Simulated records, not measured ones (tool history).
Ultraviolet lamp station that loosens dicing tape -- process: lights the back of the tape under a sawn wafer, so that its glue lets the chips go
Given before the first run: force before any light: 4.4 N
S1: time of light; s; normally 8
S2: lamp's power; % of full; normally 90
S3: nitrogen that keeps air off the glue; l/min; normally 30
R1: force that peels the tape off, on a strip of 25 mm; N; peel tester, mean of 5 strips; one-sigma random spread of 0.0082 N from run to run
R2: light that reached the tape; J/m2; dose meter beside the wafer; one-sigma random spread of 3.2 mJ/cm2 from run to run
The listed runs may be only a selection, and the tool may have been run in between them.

{"run": 1, "hour": 0.0, "S1": 8, "S2": 90, "S3": 30, "R1": 0.324, "R2": 5060}
{"run": 2, "hour": 42.8, "S1": 12, "S2": 90, "S3": 30, "R1": 0.217, "R2": 7450}
{"run": 3, "hour": 77.8, "S1": 12, "S2": 90, "S3": 30, "R1": 0.221, "R2": 7460}
{"run": 4, "hour": 127.7, "S1": 8, "S2": 90, "S3": 35, "R1": 0.314, "R2": 5010}
{"run": 5, "hour": 177.6, "S1": 8, "S2": 90, "S3": 35, "R1": 0.33, "R2": 5060}
{"run": 6, "hour": 216.0, "S1": 8, "S2": 90, "S3": 30, "R1": 0.335, "R2": 5000}
{"run": 7, "hour": 255.0, "S1": 8, "S2": 90, "S3": 30, "R1": 0.321, "R2": 5110}
{"run": 8, "hour": 322.1, "S1": 8, "S2": 90, "S3": 30, "R1": 0.327, "R2": 5040}
{"run": 9, "hour": 375.0, "S1": 8, "S2": 90, "S3": 31, "R1": 0.329, "R2": 5070}
{"run": 10, "hour": 426.6, "S1": 8, "S2": 90, "S3": 30, "R1": 0.326, "R2": 5070}
{"run": 11, "hour": 467.3, "S1": 8, "S2": 90, "S3": 30, "R1": 0.329, "R2": 5060}
{"run": 12, "hour": 496.6, "S1": 8, "S2": 90, "S3": 30, "R1": 0.329, "R2": 5010}
{"run": 13, "hour": 540.2, "S1": 8, "S2": 90, "S3": 30, "R1": 0.33, "R2": 5060}
{"run": 14, "hour": 604.9, "S1": 8, "S2": 90, "S3": 30, "R1": 0.328, "R2": 5020}
{"run": 15, "hour": 667.7, "S1": 7, "S2": 90, "S3": 30, "R1": 0.411, "R2": 4400}
{"run": 16, "hour": 729.9, "S1": 7, "S2": 90, "S3": 30, "R1": 0.388, "R2": 4460}
{"run": 17, "hour": 800.4, "S1": 7, "S2": 66, "S3": 30, "R1": 0.652, "R2": 3220}
{"run": 18, "hour": 851.3, "S1": 7, "S2": 66, "S3": 30, "R1": 0.641, "R2": 3270}
{"run": 19, "hour": 894.8, "S1": 7, "S2": 66, "S3": 30, "R1": 0.66, "R2": 3250}
{"run": 20, "hour": 961.3, "S1": 4, "S2": 63, "S3": 30, "R1": 1.445, "R2": 1750}
{"run": 21, "hour": 996.1, "S1": 8, "S2": 71, "S3": 16, "R1": 0.584, "R2": 3970}
{"run": 22, "hour": 1032.7, "S1": 8, "S2": 64, "S3": 30, "R1": 0.566, "R2": 3580}
{"run": 23, "hour": 1075.6, "S1": 9, "S2": 71, "S3": 9, "R1": 0.591, "R2": 4460}
{"run": 24, "hour": 1124.4, "S1": 9, "S2": 71, "S3": 9, "R1": 0.632, "R2": 4460}
{"run": 25, "hour": 1165.7, "S1": 9, "S2": 71, "S3": 9, "R1": 0.589, "R2": 4530}
{"run": 26, "hour": 1209.1, "S1": 9, "S2": 71, "S3": 9, "R1": 0.638, "R2": 4470}
{"run": 27, "hour": 1274.0, "S1": 9, "S2": 100, "S3": 30, "R1": 0.25, "R2": 6280}
{"run": 28, "hour": 1327.0, "S1": 7, "S2": 76, "S3": 20, "R1": 0.591, "R2": 3750}
{"run": 29, "hour": 1389.7, "S1": 5, "S2": 83, "S3": 30, "R1": 0.744, "R2": 2890}

Put back what was entered between runs (4 entries, withheld): which listed runs does each sit between, and how does the hidden state differ from the listed run before to the listed run after?
Run 7 -> run 8: lamp changed (hour 272.7); window cleaned of glue's vapour (hour 308.3)
  lamp's light, % of a new lamp's: 99.8 -> 100
Run 16 -> run 17: window cleaned of glue's vapour (hour 755.1)
  lamp's light, % of a new lamp's: 100 -> 99.9
Run 25 -> run 26: window cleaned of glue's vapour (hour 1203.9)
  nothing in the hidden state changes from one run to the other

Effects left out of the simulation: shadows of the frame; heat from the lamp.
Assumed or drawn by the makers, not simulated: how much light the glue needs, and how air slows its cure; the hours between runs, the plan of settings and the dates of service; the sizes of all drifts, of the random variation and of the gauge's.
